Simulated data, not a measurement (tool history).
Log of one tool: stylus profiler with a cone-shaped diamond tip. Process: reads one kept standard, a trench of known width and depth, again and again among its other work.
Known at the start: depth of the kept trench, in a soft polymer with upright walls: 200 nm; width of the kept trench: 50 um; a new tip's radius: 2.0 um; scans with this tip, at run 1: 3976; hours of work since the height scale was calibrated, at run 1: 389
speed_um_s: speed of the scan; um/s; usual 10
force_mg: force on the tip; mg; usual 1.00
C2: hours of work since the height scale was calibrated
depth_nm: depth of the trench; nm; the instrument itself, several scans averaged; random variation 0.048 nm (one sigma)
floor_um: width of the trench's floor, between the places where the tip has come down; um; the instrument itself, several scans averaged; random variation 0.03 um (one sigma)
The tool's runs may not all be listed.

run 1 day=0.000 | speed_um_s=10 force_mg=1.00 | scans_with_this_tip=3976 C2=389 | depth_nm=201.46 floor_um=47.80
run 2 day=0.421 | speed_um_s=10 force_mg=1.00 | scans_with_this_tip=4021 C2=393 | depth_nm=201.41 floor_um=47.82
run 3 day=0.996 | speed_um_s=10 force_mg=1.00 | scans_with_this_tip=4083 C2=399 | depth_nm=201.42 floor_um=47.83
run 4 day=1.421 | speed_um_s=10 force_mg=1.00 | scans_with_this_tip=4129 C2=404 | depth_nm=201.42 floor_um=47.80
run 5 day=1.875 | speed_um_s=10 force_mg=0.57 | scans_with_this_tip=4177 C2=408 | depth_nm=200.99 floor_um=47.71
run 6 day=2.229 | speed_um_s=10 force_mg=2.19 | scans_with_this_tip=4215 C2=412 | depth_nm=202.32 floor_um=47.79
run 7 day=2.662 | speed_um_s=10 force_mg=2.19 | scans_with_this_tip=4262 C2=417 | depth_nm=202.37 floor_um=47.76
run 8 day=3.312 | speed_um_s=16 force_mg=1.00 | scans_with_this_tip=4332 C2=424 | depth_nm=201.42 floor_um=47.72
run 9 day=3.708 | speed_um_s=8 force_mg=1.00 | scans_with_this_tip=4375 C2=428 | depth_nm=201.47 floor_um=47.72
run 10 day=4.167 | speed_um_s=8 force_mg=1.00 | scans_with_this_tip=4424 C2=433 | depth_nm=201.42 floor_um=47.79
run 11 day=4.746 | speed_um_s=8 force_mg=1.00 | scans_with_this_tip=4486 C2=439 | depth_nm=201.50 floor_um=47.76
run 12 day=5.450 | speed_um_s=8 force_mg=1.00 | scans_with_this_tip=4561 C2=446 | depth_nm=201.52 floor_um=47.76
run 13 day=5.888 | speed_um_s=3 force_mg=0.65 | scans_with_this_tip=4609 C2=451 | depth_nm=201.15 floor_um=47.81
run 14 day=6.533 | speed_um_s=3 force_mg=0.65 | scans_with_this_tip=4678 C2=457 | depth_nm=201.11 floor_um=47.77
run 15 day=6.842 | speed_um_s=3 force_mg=0.65 | scans_with_this_tip=4711 C2=461 | depth_nm=201.15 floor_um=47.78
run 16 day=7.562 | speed_um_s=3 force_mg=0.65 | scans_with_this_tip=4788 C2=468 | depth_nm=201.14 floor_um=47.80

Forecast run 17:
run 17 day=8.179 | speed_um_s=2 force_mg=0.71 | scans_with_this_tip=4854 C2=475 | depth_nm=? floor_um=?

{"run 17": {"depth_nm": 201.22, "floor_um": 47.78}}
Without the tool's hidden state the same run would have given depth_nm 201.06 nm, floor_um 48.24 um.
